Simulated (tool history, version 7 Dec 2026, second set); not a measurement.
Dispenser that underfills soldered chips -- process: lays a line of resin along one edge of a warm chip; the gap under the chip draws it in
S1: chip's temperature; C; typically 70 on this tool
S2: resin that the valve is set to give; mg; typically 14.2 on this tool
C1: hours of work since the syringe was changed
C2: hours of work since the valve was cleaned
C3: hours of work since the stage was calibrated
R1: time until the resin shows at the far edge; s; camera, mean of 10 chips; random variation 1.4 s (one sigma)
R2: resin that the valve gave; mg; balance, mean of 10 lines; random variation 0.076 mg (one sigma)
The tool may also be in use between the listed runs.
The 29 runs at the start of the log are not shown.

{"hour": 163.8, "done": "new syringe of resin"}
{"run": 30, "hour": 164.4, "S1": 68, "S2": 12.9, "C1": 0, "C2": 70, "C3": 276, "R1": 156.4, "R2": 12.48}
{"run": 31, "hour": 170.9, "S1": 68, "S2": 12.9, "C1": 6, "C2": 75, "C3": 281, "R1": 208.2, "R2": 12.37}
{"run": 32, "hour": 174.0, "S1": 68, "S2": 12.9, "C1": 8, "C2": 77, "C3": 284, "R1": 233.2, "R2": 12.47}
{"hour": 175.8, "done": "new syringe of resin"}
{"run": 33, "hour": 181.2, "S1": 79, "S2": 12.6, "C1": 4, "C2": 83, "C3": 289, "R1": 108.5, "R2": 12.01}
{"hour": 186.0, "done": "dispensing valve cleaned and set on the balance"}
{"run": 34, "hour": 186.2, "S1": 57, "S2": 12.3, "C1": 7, "C2": 0, "C3": 292, "R1": 419.9, "R2": 12.25}
{"hour": 188.7, "done": "new syringe of resin"}
{"run": 35, "hour": 192.9, "S1": 83, "S2": 14.2, "C1": 3, "C2": 5, "C3": 297, "R1": 84.7, "R2": 14.25}
{"run": 36, "hour": 197.2, "S1": 76, "S2": 18.4, "C1": 7, "C2": 9, "C3": 301, "R1": 138.9, "R2": 18.48}
{"hour": 200.6, "done": "new syringe of resin"}
{"run": 37, "hour": 202.3, "S1": 62, "S2": 15.2, "C1": 1, "C2": 12, "C3": 305, "R1": 220.8, "R2": 15.09}

Branching from run 37: 3 alternative next runs. What would each branch give?
{"run": "A", "hour": 209.6, "S1": 62, "S2": 17.3, "C1": 7, "C2": 18, "C3": 310, "R1": "?", "R2": "?"}
{"run": "B", "hour": 209.6, "S1": 55, "S2": 14.1, "C1": 7, "C2": 18, "C3": 310, "R1": "?", "R2": "?"}
{"run": "C", "hour": 209.6, "S1": 60, "S2": 16.9, "C1": 7, "C2": 18, "C3": 310, "R1": "?", "R2": "?"}

run=A R1=306.5 R2=17.16
run=B R1=451.6 R2=13.97
run=C R1=336.5 R2=16.79
With no hidden state in the tool, these same runs would have given:
run=A R1=205.4 R2=17.28
run=B R1=301.8 R2=14.07
run=C R1=225.2 R2=16.9

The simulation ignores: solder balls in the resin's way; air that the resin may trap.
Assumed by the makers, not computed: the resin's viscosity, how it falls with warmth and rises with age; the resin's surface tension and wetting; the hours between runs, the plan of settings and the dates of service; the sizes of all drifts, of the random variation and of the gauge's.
